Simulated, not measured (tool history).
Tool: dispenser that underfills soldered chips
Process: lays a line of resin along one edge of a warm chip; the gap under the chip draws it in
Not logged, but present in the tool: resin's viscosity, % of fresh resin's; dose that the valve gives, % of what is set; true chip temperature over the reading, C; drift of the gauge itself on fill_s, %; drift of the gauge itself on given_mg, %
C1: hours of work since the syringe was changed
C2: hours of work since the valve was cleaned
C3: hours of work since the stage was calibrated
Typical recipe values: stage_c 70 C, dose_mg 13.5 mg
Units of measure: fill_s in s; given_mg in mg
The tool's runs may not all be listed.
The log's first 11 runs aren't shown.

run 12 hour=108.7 | stage_c=70 dose_mg=12.7 | C1=7 C2=88 C3=285 | fill_s=115.7 given_mg=12.19
-- hour=115.7 new syringe of resin
run 13 hour=120.2 | stage_c=65 dose_mg=12.7 | C1=3 C2=96 C3=292 | fill_s=112.6 given_mg=12.11
run 14 hour=131 | stage_c=70 dose_mg=13.5 | C1=10 C2=103 C3=299 | fill_s=142.1 given_mg=12.84
-- hour=133.2 new syringe of resin
-- hour=137.1 dispensing valve cleaned and set on the balance
run 15 hour=143.9 | stage_c=70 dose_mg=13.5 | C1=6 C2=4 C3=307 | fill_s=116.4 given_mg=13.41
-- hour=151.6 new syringe of resin
run 16 hour=158.5 | stage_c=70 dose_mg=13.5 | C1=5 C2=14 C3=316 | fill_s=105.6 given_mg=13.28
-- hour=169 new syringe of resin
run 17 hour=169.6 | stage_c=70 dose_mg=13.5 | C1=0 C2=21 C3=323 | fill_s=81.7 given_mg=13.35
run 18 hour=180.3 | stage_c=70 dose_mg=13.5 | C1=7 C2=28 C3=330 | fill_s=123.2 given_mg=13.29
-- hour=187.1 new syringe of resin
run 19 hour=189.4 | stage_c=70 dose_mg=12.3 | C1=1 C2=34 C3=336 | fill_s=86.4 given_mg=12.08
run 20 hour=202 | stage_c=73 dose_mg=14.8 | C1=10 C2=42 C3=344 | fill_s=126.2 given_mg=14.47
-- hour=205.4 new syringe of resin
run 21 hour=213.3 | stage_c=73 dose_mg=14.8 | C1=5 C2=49 C3=351 | fill_s=95.6 given_mg=14.36
run 22 hour=220.6 | stage_c=80 dose_mg=13.6 | C1=10 C2=54 C3=356 | fill_s=100.4 given_mg=13.21
-- hour=222.7 new syringe of resin
run 23 hour=233.5 | stage_c=80 dose_mg=13.6 | C1=7 C2=62 C3=365 | fill_s=83.8 given_mg=13.11
-- hour=240.6 new syringe of resin
run 24 hour=247.4 | stage_c=60 dose_mg=12 | C1=5 C2=71 C3=373 | fill_s=150.4 given_mg=11.52
run 25 hour=254.9 | stage_c=64 dose_mg=12.4 | C1=9 C2=76 C3=378 | fill_s=173 given_mg=11.94
-- hour=258 new syringe of resin
run 26 hour=262.4 | stage_c=64 dose_mg=14.7 | C1=3 C2=81 C3=383 | fill_s=113.5 given_mg=14.05
run 27 hour=270.7 | stage_c=64 dose_mg=13.9 | C1=8 C2=86 C3=389 | fill_s=161.4 given_mg=13.3
-- hour=275.3 new syringe of resin
run 28 hour=280.5 | stage_c=56 dose_mg=13.9 | C1=3 C2=92 C3=395 | fill_s=158 given_mg=13.27
-- hour=292.5 new syringe of resin
run 29 hour=292.5 | stage_c=56 dose_mg=13.9 | C1=0 C2=100 C3=402 | fill_s=127.7 given_mg=13.19
-- hour=302.8 dispensing valve cleaned and set on the balance
run 30 hour=304.1 | stage_c=56 dose_mg=13 | C1=7 C2=1 C3=409 | fill_s=195.7 given_mg=12.86
-- hour=311.4 new syringe of resin
run 31 hour=314.9 | stage_c=85 dose_mg=13.5 | C1=2 C2=8 C3=416 | fill_s=53.2 given_mg=13.46
run 32 hour=322 | stage_c=57 dose_mg=12.3 | C1=7 C2=12 C3=421 | fill_s=191.5 given_mg=12.11
-- hour=329.3 new syringe of resin
run 33 hour=333.9 | stage_c=57 dose_mg=14.8 | C1=3 C2=20 C3=429 | fill_s=148.6 given_mg=14.69
run 34 hour=345.8 | stage_c=80 dose_mg=14 | C1=11 C2=28 C3=436 | fill_s=103.4 given_mg=13.73

Branching from run 34: 5 alternative next runs. What would each branch give?
-- hour=347.1 new syringe of resin
run A hour=360.1 | stage_c=70 dose_mg=11.8 | C1=9 C2=37 C3=446 | fill_s=? given_mg=?
-- hour=347.1 new syringe of resin
run B hour=360.1 | stage_c=82 dose_mg=15.8 | C1=9 C2=37 C3=446 | fill_s=? given_mg=?
-- hour=347.1 new syringe of resin
run C hour=360.1 | stage_c=79 dose_mg=13.5 | C1=9 C2=37 C3=446 | fill_s=? given_mg=?
-- hour=347.1 new syringe of resin
run D hour=360.1 | stage_c=82 dose_mg=14.6 | C1=9 C2=37 C3=446 | fill_s=? given_mg=?
-- hour=347.1 new syringe of resin
run E hour=360.1 | stage_c=64 dose_mg=12.3 | C1=9 C2=37 C3=446 | fill_s=? given_mg=?

run=A fill_s=130.8 given_mg=11.5
run=B fill_s=83.4 given_mg=15.54
run=C fill_s=93.7 given_mg=13.24
run=D fill_s=84.6 given_mg=14.37
run=E fill_s=158.1 given_mg=12.08
What these runs would have given with no unlogged condition in the tool:
run=A fill_s=83.3 given_mg=11.75
run=B fill_s=53.2 given_mg=15.87
run=C fill_s=59.6 given_mg=13.52
run=D fill_s=53.9 given_mg=14.68
run=E fill_s=101 given_mg=12.33
